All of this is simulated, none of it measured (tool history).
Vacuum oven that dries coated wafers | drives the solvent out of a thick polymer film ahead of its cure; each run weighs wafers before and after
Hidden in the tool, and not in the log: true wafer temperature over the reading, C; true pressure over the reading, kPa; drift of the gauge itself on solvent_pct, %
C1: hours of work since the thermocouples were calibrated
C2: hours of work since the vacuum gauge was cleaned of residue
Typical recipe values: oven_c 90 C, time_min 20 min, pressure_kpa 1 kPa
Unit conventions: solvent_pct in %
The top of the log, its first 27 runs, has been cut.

run 28 day=78.271 | oven_c=83 time_min=20 pressure_kpa=1.37 | C1=432 C2=2301 | solvent_pct=3.71
run 29 day=80.525 | oven_c=90 time_min=19 pressure_kpa=1 | C1=456 C2=2325 | solvent_pct=2.23
run 30 day=84.092 | oven_c=89 time_min=14 pressure_kpa=1 | C1=494 C2=2363 | solvent_pct=3.81
run 31 day=88.017 | oven_c=88 time_min=13 pressure_kpa=1.01 | C1=536 C2=2405 | solvent_pct=4.41
run 32 day=90.938 | oven_c=88 time_min=13 pressure_kpa=1.01 | C1=567 C2=2436 | solvent_pct=4.46
run 33 day=94.471 | oven_c=88 time_min=20 pressure_kpa=1 | C1=605 C2=2474 | solvent_pct=2.37
run 34 day=97.754 | oven_c=80 time_min=32 pressure_kpa=1.42 | C1=640 C2=2509 | solvent_pct=2.77
run 35 day=99.933 | oven_c=86 time_min=17 pressure_kpa=1 | C1=663 C2=2532 | solvent_pct=3.45
run 36 day=102.221 | oven_c=100 time_min=20 pressure_kpa=1 | C1=687 C2=2557 | solvent_pct=0.86
run 37 day=104.188 | oven_c=100 time_min=20 pressure_kpa=1 | C1=708 C2=2578 | solvent_pct=0.98
run 38 day=107.492 | oven_c=102 time_min=20 pressure_kpa=0.94 | C1=744 C2=2613 | solvent_pct=0.74
run 39 day=109.779 | oven_c=102 time_min=20 pressure_kpa=0.94 | C1=768 C2=2637 | solvent_pct=0.82
run 40 day=111.975 | oven_c=99 time_min=27 pressure_kpa=3.07 | C1=791 C2=2661 | solvent_pct=1.96
run 41 day=115.033 | oven_c=95 time_min=22 pressure_kpa=0.64 | C1=824 C2=2693 | solvent_pct=0.88
run 42 day=117.612 | oven_c=95 time_min=22 pressure_kpa=0.64 | C1=851 C2=2721 | solvent_pct=1

Below are 4 alternative next runs, each starting from the tool's condition after run 42. Predict each:
run A day=121.346 | oven_c=99 time_min=20 pressure_kpa=1 | C1=891 C2=2760 | solvent_pct=?
run B day=121.346 | oven_c=90 time_min=20 pressure_kpa=2.16 | C1=891 C2=2760 | solvent_pct=?
run C day=121.346 | oven_c=80 time_min=22 pressure_kpa=1.12 | C1=891 C2=2760 | solvent_pct=?
run D day=121.346 | oven_c=92 time_min=23 pressure_kpa=1 | C1=891 C2=2760 | solvent_pct=?

run=A solvent_pct=0.98
run=B solvent_pct=2.91
run=C solvent_pct=3.98
run=D solvent_pct=1.37
What these runs would have given with no unlogged condition in the tool:
run=A solvent_pct=0.96
run=B solvent_pct=2.88
run=C solvent_pct=3.94
run=D solvent_pct=1.34
